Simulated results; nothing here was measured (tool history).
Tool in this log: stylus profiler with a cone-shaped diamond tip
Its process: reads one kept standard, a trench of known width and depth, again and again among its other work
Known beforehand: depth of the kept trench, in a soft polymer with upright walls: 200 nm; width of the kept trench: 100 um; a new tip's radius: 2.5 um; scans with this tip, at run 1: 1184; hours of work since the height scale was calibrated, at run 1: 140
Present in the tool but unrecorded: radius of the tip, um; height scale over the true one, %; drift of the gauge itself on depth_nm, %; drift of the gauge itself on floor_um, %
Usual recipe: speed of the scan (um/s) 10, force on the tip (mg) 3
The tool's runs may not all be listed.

| run | day | speed of the scan (um/s) | force on the tip (mg) | scans with this tip | hours of work since the height scale was calibrated | depth of the trench (nm) | width of the trench's floor (nm) |
|---|---|---|---|---|---|---|---|
| 1 | 0 | 10 | 3 | 1184 | 140 | 202.8 | 97960 |
| 2 | 3.654 | 10 | 3 | 1628 | 193 | 202.59 | 97880 |
| 3 | 6.862 | 10 | 3 | 2018 | 239 | 202.69 | 97870 |
| 4 | 8.996 | 10 | 3 | 2277 | 269 | 202.69 | 97850 |
| 5 | 12.258 | 10 | 3 | 2673 | 316 | 202.66 | 97840 |
| 6 | 15.938 | 10 | 3 | 3120 | 369 | 202.67 | 97800 |
| 7 | 19.596 | 10 | 3 | 3565 | 422 | 202.74 | 97740 |
| 8 | 22.362 | 10 | 3 | 3901 | 462 | 202.51 | 97730 |
| 9 | 24.121 | 10 | 3 | 4115 | 487 | 202.49 | 97720 |
| 10 | 25.838 | 10 | 3 | 4323 | 511 | 202.72 | 97750 |
| 11 | 27.467 | 10 | 3 | 4521 | 535 | 202.54 | 97730 |
| 12 | 30.246 | 10 | 3 | 4859 | 575 | 202.43 | 97710 |
| 13 | 32.162 | 10 | 3 | 5092 | 602 | 202.56 | 97690 |
| 14 | 34.329 | 10 | 3 | 5355 | 633 | 202.39 | 97690 |
| 15 | 36.9 | 21 | 3 | 5668 | 670 | 202.47 | 97600 |
| 16 | 38.521 | 21 | 3 | 5865 | 694 | 202.47 | 97550 |
| 17 | 40.867 | 10 | 3 | 6149 | 727 | 202.37 | 97590 |
|  | 41.079 | height scale calibrated on a step standard |
| 18 | 43.679 | 10 | 3 | 6489 | 37 | 202.11 | 97600 |
| 19 | 45.996 | 10 | 3 | 6770 | 71 | 201.95 | 97590 |
| 20 | 49.596 | 10 | 3 | 7207 | 122 | 201.87 | 97570 |
| 21 | 52.571 | 10 | 3 | 7569 | 165 | 202.12 | 97510 |
| 22 | 54.388 | 10 | 3 | 7789 | 191 | 202.04 | 97480 |
| 23 | 56.858 | 10 | 3 | 8090 | 227 | 202.17 | 97580 |
| 24 | 59.758 | 3 | 6.08 | 8442 | 268 | 203.71 | 97580 |
| 25 | 62.9 | 3 | 6.08 | 8824 | 314 | 203.67 | 97490 |
|  | 63.696 | height scale calibrated on a step standard, once more |
| 26 | 65.329 | 3 | 6.08 | 9117 | 23 | 204.48 | 97500 |
| 27 | 68.412 | 11 | 2.22 | 9491 | 68 | 202.49 | 97370 |
| 28 | 71.258 | 38 | 2.38 | 9837 | 109 | 202.48 | 97320 |
| 29 | 73.046 | 2 | 2.14 | 10054 | 134 | 202.34 | 97510 |
| 30 | 76.254 | 12 | 1.81 | 10444 | 180 | 202.08 | 97380 |
| 31 | 78.654 | 28 | 2.64 | 10736 | 215 | 202.54 | 97250 |
| 32 | 80.658 | 28 | 2.64 | 10979 | 244 | 202.48 | 97280 |
| 33 | 84.312 | 2 | 3 | 11423 | 296 | 202.68 | 97390 |
| 34 | 87.871 | 5 | 2.12 | 11855 | 347 | 202.16 | 97380 |
| 35 | 91.425 | 15 | 1.02 | 12287 | 399 | 201.14 | 97240 |
| 36 | 95.029 | 30 | 7.97 | 12725 | 450 | 205.47 | 97190 |
| 37 | 97.796 | 18 | 4.32 | 13061 | 490 | 203.44 | 97270 |
| 38 | 100.962 | 4 | 2.35 | 13446 | 536 | 202.31 | 97270 |
| 39 | 103.992 | 27 | 1.05 | 13814 | 579 | 201.33 | 97080 |
| 40 | 106.462 | 19 | 1.83 | 14114 | 615 | 201.73 | 97140 |
| 41 | 109.767 | 15 | 1.32 | 14516 | 662 | 201.25 | 97170 |
| 42 | 112.679 | 15 | 1.32 | 14869 | 704 | 201.36 | 97070 |
| 43 | 116.45 | 6 | 1.49 | 15328 | 758 | 201.31 | 97190 |
| 44 | 119.342 | 4 | 1.21 | 15679 | 800 | 200.95 | 97170 |
|  | 120.996 | new tip fitted, height scale calibrated |
| 45 | 122.867 | 4 | 1.21 | 227 | 27 | 201.61 | 98000 |

What if the next run were any one of these 5? Each begins from the tool's condition after run 45:
| A | 126.033 | 35 | 4.97 | 612 | 72 | ? | ? |
| B | 126.033 | 4 | 2.23 | 612 | 72 | ? | ? |
| C | 126.033 | 21 | 1.72 | 612 | 72 | ? | ? |
| D | 126.033 | 9 | 1.21 | 612 | 72 | ? | ? |
| E | 126.033 | 3 | 7.78 | 612 | 72 | ? | ? |

| run | depth of the trench (nm) | width of the trench's floor (nm) |
|---|---|---|
| A | 204.09 | 97870 |
| B | 202.31 | 98010 |
| C | 201.88 | 97890 |
| D | 201.41 | 97910 |
| E | 205.46 | 98050 |
Stripped of hidden state, with their random variation kept, the same runs would have yielded:
| run | depth of the trench (nm) | width of the trench's floor (nm) |
|---|---|---|
| A | 204.11 | 97900 |
| B | 202.33 | 98030 |
| C | 201.9 | 97920 |
| D | 201.43 | 97930 |
| E | 205.47 | 98080 |
